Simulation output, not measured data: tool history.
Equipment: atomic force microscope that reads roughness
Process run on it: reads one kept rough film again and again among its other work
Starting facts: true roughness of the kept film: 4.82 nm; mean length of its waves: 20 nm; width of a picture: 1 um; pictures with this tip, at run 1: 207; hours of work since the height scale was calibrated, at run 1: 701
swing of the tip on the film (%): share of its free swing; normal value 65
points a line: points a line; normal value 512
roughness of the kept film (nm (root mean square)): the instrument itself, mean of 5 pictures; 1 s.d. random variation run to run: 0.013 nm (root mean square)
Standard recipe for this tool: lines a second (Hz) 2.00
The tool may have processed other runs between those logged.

run   hour  lines a second (Hz)  swing of the tip on the film (%)  points a line  pictures with this tip  hours of work since the height scale was calibrated  roughness of the kept film (nm (root mean square))
  1    0.0                 2.00                                65            512                     207                                                  701                                               3.097
  2   13.8                 2.00                                65            512                     234                                                  710                                               3.098
  3   25.3                 2.00                                65            512                     257                                                  718                                               3.098
      51.6  -- new tip fitted
  4   52.3                 2.00                                65            512                       1                                                  735                                               3.125
  5   70.7                 0.78                                65            512                      37                                                  748                                               3.171
  6   86.0                 0.78                                65            512                      67                                                  758                                               3.221
  7   97.3                 0.78                                65            512                      89                                                  765                                               3.185
  8  112.6                 0.78                                65            512                     119                                                  776                                               3.183
  9  123.5                 0.78                                65            512                     140                                                  783                                               3.196
 10  139.4                 0.78                                65            512                     171                                                  794                                               3.169
 11  157.9                 2.00                                83            512                     207                                                  806                                               2.914
 12  175.3                 1.03                                69            985                     241                                                  818                                               3.155
 13  202.0                 1.03                                69            985                     293                                                  835                                               3.176
     208.7  -- new tip fitted
 14  216.4                 0.55                                65            512                      15                                                  845                                               3.199
 15  231.2                 0.76                                56            263                      44                                                  854                                               3.100
 16  251.9                 0.76                                56            263                      84                                                  868                                               3.139
 17  272.0                 0.76                                56            263                     123                                                  882                                               3.107
 18  288.1                 1.59                                65            407                     154                                                  892                                               3.101
 19  306.0                 1.59                                65            407                     189                                                  904                                               3.098
 20  331.8                 0.72                                65            459                     239                                                  922                                               3.201
 21  358.7                 0.72                                79            363                     292                                                  940                                               3.083
     365.7  -- new tip fitted
 22  375.9                 0.51                                63            512                      20                                                  951                                               3.194

Some steps in roughness of the kept film (nm (root mean square)), run to run, broken into two amounts with sign: the step expected even without the hidden condition (settings, incoming material, random variation), and the rest, left for the hidden condition together with whatever gauge scatter is not in both the measured and the hidden-condition-free result:
What the log doesn't record here: radius of the tip, nm; height scale over the true one, %; drift of the gauge itself on roughness_nm, %.
Run 10 -> 11: lines a second (Hz) 0.78 -> 2.00, swing of the tip on the film (%) 65 -> 83. roughness of the kept film (nm (root mean square)) -0.255: hidden state -0.001, all else -0.254.
Run 11 -> 12: lines a second (Hz) 2.00 -> 1.03, swing of the tip on the film (%) 83 -> 69, points a line 512 -> 985. roughness of the kept film (nm (root mean square)) +0.241: hidden state -0.002, all else +0.243.
Run 13 -> 14: lines a second (Hz) 1.03 -> 0.55, swing of the tip on the film (%) 69 -> 65, points a line 985 -> 512, new tip fitted. roughness of the kept film (nm (root mean square)) +0.023: hidden state +0.013, all else +0.010.
Run 21 -> 22: lines a second (Hz) 0.72 -> 0.51, swing of the tip on the film (%) 79 -> 63, points a line 363 -> 512, new tip fitted. roughness of the kept film (nm (root mean square)) +0.111: hidden state +0.012, all else +0.099.

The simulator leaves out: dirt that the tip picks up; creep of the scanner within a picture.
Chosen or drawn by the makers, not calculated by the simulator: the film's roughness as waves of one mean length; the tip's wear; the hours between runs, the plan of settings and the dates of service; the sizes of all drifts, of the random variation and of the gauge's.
